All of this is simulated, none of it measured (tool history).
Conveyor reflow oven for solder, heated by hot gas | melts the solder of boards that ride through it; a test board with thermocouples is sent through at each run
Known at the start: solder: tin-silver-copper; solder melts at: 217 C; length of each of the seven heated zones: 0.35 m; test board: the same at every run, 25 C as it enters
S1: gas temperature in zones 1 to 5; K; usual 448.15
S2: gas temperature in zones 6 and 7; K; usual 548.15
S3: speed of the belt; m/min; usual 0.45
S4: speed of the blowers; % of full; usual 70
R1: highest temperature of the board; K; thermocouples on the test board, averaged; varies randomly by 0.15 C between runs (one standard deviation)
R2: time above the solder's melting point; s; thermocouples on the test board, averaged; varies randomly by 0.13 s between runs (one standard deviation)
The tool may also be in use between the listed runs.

run   hour      S1      S2     S3  S4      R1    R2
  1      0  448.15  548.15   0.45  70  533.85  77.3
  2   22.6  448.15  548.15   0.45  70  533.95  77.1
  3   41.5  448.15  548.15  0.503  70  530.15  65.7
  4   56.8  448.15  548.15  0.503  76  532.05  67.2
  5   87.7  458.15  548.15   0.45  70  535.85  82.9
  6    126  448.15  548.15   0.45  70  536.45  79.3
  7  145.3  448.15  548.15   0.45  70  536.75  78.9
  8  161.3  448.15  548.15   0.45  70  536.55    79
  9  175.3  448.15  548.15   0.45  70  536.55  79.3
 10  198.7  448.15  548.15   0.45  70  536.55  79.5
 11  217.7  448.15  549.15  0.452  70  537.45  79.4
 12  232.5  440.15  546.15  0.507  73  530.45  62.7
 13  263.7  443.15  546.15  0.507  73  530.85  64.1
 14    294  448.15  561.15   0.45  65  546.25  84.4

Between the runs listed above, the log contained 3 entries, not reproduced here. Where in the sequence does each belong, and how does what the log doesn't record of the tool's condition differ from the listed run before to the listed run after?
Between runs 5 and 6: flux residue cleaned out of gas plates and filters (hour 97.3)
  heat that the gas passes to the board, % of a clean oven's: 89.6 -> 99.5; belt's true speed, % of the reading: 99.71 -> 99.69; true gas temperature in zones 6 and 7 over the reading, C: 3.1 -> 3.18
  difference, measured minus the result without the unlogged condition, R1: +0.5 -> +2.8 K; R2: +0.2 -> +2.1 s
Between runs 9 and 10: belt drive overhauled, speed set with a stopwatch (hour 181.9)
  heat that the gas passes to the board, % of a clean oven's: 98.7 -> 98.4; belt's true speed, % of the reading: 99.66 -> 99.44; true gas temperature in zones 6 and 7 over the reading, C: 3.31 -> 3.36
  difference, measured minus the result without the unlogged condition, R1: +2.7 -> +2.8 K; R2: +2 -> +2.2 s
Between runs 13 and 14: belt drive overhauled, speed set with a stopwatch, once more (hour 276.2)
  heat that the gas passes to the board, % of a clean oven's: 97.2 -> 96.8; belt's true speed, % of the reading: 99.4 -> 99.98; true gas temperature in zones 6 and 7 over the reading, C: 3.52 -> 3.59
  difference, measured minus the result without the unlogged condition, R1: +2.5 -> +2.4 K; R2: +2 -> +1.3 s
